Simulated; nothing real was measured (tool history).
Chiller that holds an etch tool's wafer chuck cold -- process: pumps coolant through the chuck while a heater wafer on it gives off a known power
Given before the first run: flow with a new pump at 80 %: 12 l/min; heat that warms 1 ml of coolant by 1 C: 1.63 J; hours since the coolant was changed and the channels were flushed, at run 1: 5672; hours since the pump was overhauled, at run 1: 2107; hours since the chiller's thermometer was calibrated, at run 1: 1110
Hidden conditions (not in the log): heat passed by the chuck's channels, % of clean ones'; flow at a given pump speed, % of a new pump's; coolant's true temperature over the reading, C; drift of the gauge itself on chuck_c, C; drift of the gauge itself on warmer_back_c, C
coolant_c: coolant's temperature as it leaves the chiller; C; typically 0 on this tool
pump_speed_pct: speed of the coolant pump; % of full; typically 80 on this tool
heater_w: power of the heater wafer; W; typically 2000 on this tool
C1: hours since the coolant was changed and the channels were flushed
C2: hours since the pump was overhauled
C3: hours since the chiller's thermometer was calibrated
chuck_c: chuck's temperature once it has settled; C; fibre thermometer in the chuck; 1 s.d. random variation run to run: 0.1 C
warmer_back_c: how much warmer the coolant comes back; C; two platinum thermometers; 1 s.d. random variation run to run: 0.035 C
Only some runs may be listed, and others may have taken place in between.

Run 1, hour 0.0: usual settings; C1 5672; C2 2107; C3 1110. Result: chuck_c 22.2 C, warmer_back_c 6.35 C.
Run 2, hour 203.1: usual settings but coolant_c 3 C; C1 5875; C2 2311; C3 1313. Result: chuck_c 25.3 C, warmer_back_c 6.34 C.
Run 3, hour 410.9: usual settings but coolant_c 3 C; C1 6083; C2 2518; C3 1521. Result: chuck_c 25.4 C, warmer_back_c 6.36 C.
Run 4, hour 562.8: usual settings but coolant_c 2 C; C1 6235; C2 2670; C3 1673. Result: chuck_c 24.7 C, warmer_back_c 6.41 C.
Run 5, hour 665.0: usual settings but coolant_c 2 C; C1 6337; C2 2772; C3 1775. Result: chuck_c 24.7 C, warmer_back_c 6.41 C.
Run 6, hour 799.4: usual settings but coolant_c 9 C; C1 6471; C2 2907; C3 1910. Result: chuck_c 31.6 C, warmer_back_c 6.41 C.
Run 7, hour 949.6: usual settings but pump_speed_pct 87 % of full; C1 6621; C2 3057; C3 2060. Result: chuck_c 21.4 C, warmer_back_c 5.85 C.
Run 8, hour 1048.1: usual settings but pump_speed_pct 87 % of full, heater_w 1860 W; C1 6720; C2 3156; C3 2158. Result: chuck_c 20.0 C, warmer_back_c 5.49 C.
Run 9, hour 1254.6: usual settings but coolant_c 6 C; C1 6926; C2 3362; C3 2365. Result: chuck_c 29.1 C, warmer_back_c 6.46 C.
Run 10, hour 1420.1: usual settings but coolant_c 6 C; C1 7092; C2 3527; C3 2530. Result: chuck_c 29.1 C, warmer_back_c 6.46 C.
Run 11, hour 1544.3: usual settings but coolant_c 6 C; C1 7216; C2 3652; C3 2655. Result: chuck_c 29.1 C, warmer_back_c 6.47 C.
Run 12, hour 1743.4: usual settings but coolant_c 2 C; C1 7415; C2 3851; C3 2854. Result: chuck_c 25.3 C, warmer_back_c 6.48 C.
Run 13, hour 1840.2: usual settings but coolant_c 2 C; C1 7512; C2 3948; C3 2951. Result: chuck_c 25.1 C, warmer_back_c 6.45 C.
Run 14, hour 2001.2: usual settings but coolant_c 2 C; C1 7673; C2 4109; C3 3112. Result: chuck_c 25.4 C, warmer_back_c 6.50 C.
Run 15, hour 2218.6: usual settings but coolant_c 2 C; C1 7891; C2 4326; C3 3329. Result: chuck_c 25.5 C, warmer_back_c 6.54 C.
At hour 2342.5: chiller's thermometer calibrated.
Run 16, hour 2412.7: usual settings but coolant_c 2 C; C1 8084; C2 4519; C3 70. Result: chuck_c 25.8 C, warmer_back_c 6.56 C.
Run 17, hour 2564.7: usual settings but coolant_c 2 C, pump_speed_pct 77 % of full, heater_w 1271 W; C1 8236; C2 4671; C3 222. Result: chuck_c 17.8 C, warmer_back_c 4.38 C.
Run 18, hour 2711.9: usual settings but coolant_c 3 C, pump_speed_pct 78 % of full, heater_w 2682 W; C1 8383; C2 4818; C3 369. Result: chuck_c 35.8 C, warmer_back_c 9.20 C.
Run 19, hour 2896.9: usual settings but coolant_c 3 C, pump_speed_pct 78 % of full, heater_w 2682 W; C1 8568; C2 5003; C3 554. Result: chuck_c 36.4 C, warmer_back_c 9.13 C.
Run 20, hour 3088.5: usual settings but coolant_c 3 C, pump_speed_pct 78 % of full, heater_w 2682 W; C1 8759; C2 5195; C3 746. Result: chuck_c 36.2 C, warmer_back_c 9.18 C.
Run 21, hour 3287.8: usual settings but pump_speed_pct 92 % of full; C1 8959; C2 5394; C3 945. Result: chuck_c 22.2 C, warmer_back_c 5.67 C.
Run 22, hour 3385.5: usual settings but coolant_c -8 C, pump_speed_pct 66 % of full; C1 9056; C2 5492; C3 1043. Result: chuck_c 20.0 C, warmer_back_c 8.22 C.
Run 23, hour 3528.3: usual settings but coolant_c -8 C, pump_speed_pct 66 % of full; C1 9199; C2 5635; C3 1186. Result: chuck_c 20.1 C, warmer_back_c 8.26 C.
Run 24, hour 3623.8: usual settings but coolant_c 2 C, pump_speed_pct 81 % of full, heater_w 1265 W; C1 9295; C2 5730; C3 1281. Result: chuck_c 17.5 C, warmer_back_c 4.13 C.
Run 25, hour 3807.0: usual settings but coolant_c 2 C, pump_speed_pct 81 % of full, heater_w 1265 W; C1 9478; C2 5913; C3 1465. Result: chuck_c 17.4 C, warmer_back_c 4.18 C.
Run 26, hour 3959.6: usual settings but coolant_c 2 C, pump_speed_pct 81 % of full, heater_w 1265 W; C1 9631; C2 6066; C3 1617. Result: chuck_c 17.7 C, warmer_back_c 4.14 C.
At hour 4068.9: coolant changed, channels flushed.
Run 27, hour 4175.4: usual settings but pump_speed_pct 69 % of full, heater_w 1019 W; C1 107; C2 6276; C3 1827. Result: chuck_c 11.5 C, warmer_back_c 4.04 C.
Run 28, hour 4308.2: usual settings but pump_speed_pct 69 % of full, heater_w 1019 W; C1 239; C2 6409; C3 1960. Result: chuck_c 11.4 C, warmer_back_c 4.07 C.
Run 29, hour 4502.5: usual settings but coolant_c -8 C, pump_speed_pct 61 % of full, heater_w 1539 W; C1 434; C2 6603; C3 2154. Result: chuck_c 11.4 C, warmer_back_c 7.10 C.
Run 30, hour 4596.0: usual settings but coolant_c -7 C, pump_speed_pct 97 % of full, heater_w 1038 W; C1 527; C2 6696; C3 2248. Result: chuck_c 2.5 C, warmer_back_c 2.83 C.
Run 31, hour 4751.3: usual settings but coolant_c -6 C, pump_speed_pct 67 % of full, heater_w 1038 W; C1 682; C2 6852; C3 2403. Result: chuck_c 6.2 C, warmer_back_c 4.29 C.

Branching from run 31: 3 alternative next runs. What would each branch give?
Run A, hour 4884.2: usual settings but pump_speed_pct 100 % of full; C1 815; C2 6985; C3 2536. Result: chuck_c ?, warmer_back_c ?.
Run B, hour 4884.2: usual settings but heater_w 1031 W; C1 815; C2 6985; C3 2536. Result: chuck_c ?, warmer_back_c ?.
Run C, hour 4884.2: usual settings but coolant_c 3 C, pump_speed_pct 81 % of full, heater_w 1038 W; C1 815; C2 6985; C3 2536. Result: chuck_c ?, warmer_back_c ?.

run  chuck_c  warmer_back_c
  A     18.1           5.35
  B     10.7           3.51
  C     13.6           3.48
What these runs would have given with no unlogged condition in the tool:
run  chuck_c  warmer_back_c
  A     17.0           4.83
  B     10.1           3.16
  C     13.1           3.13
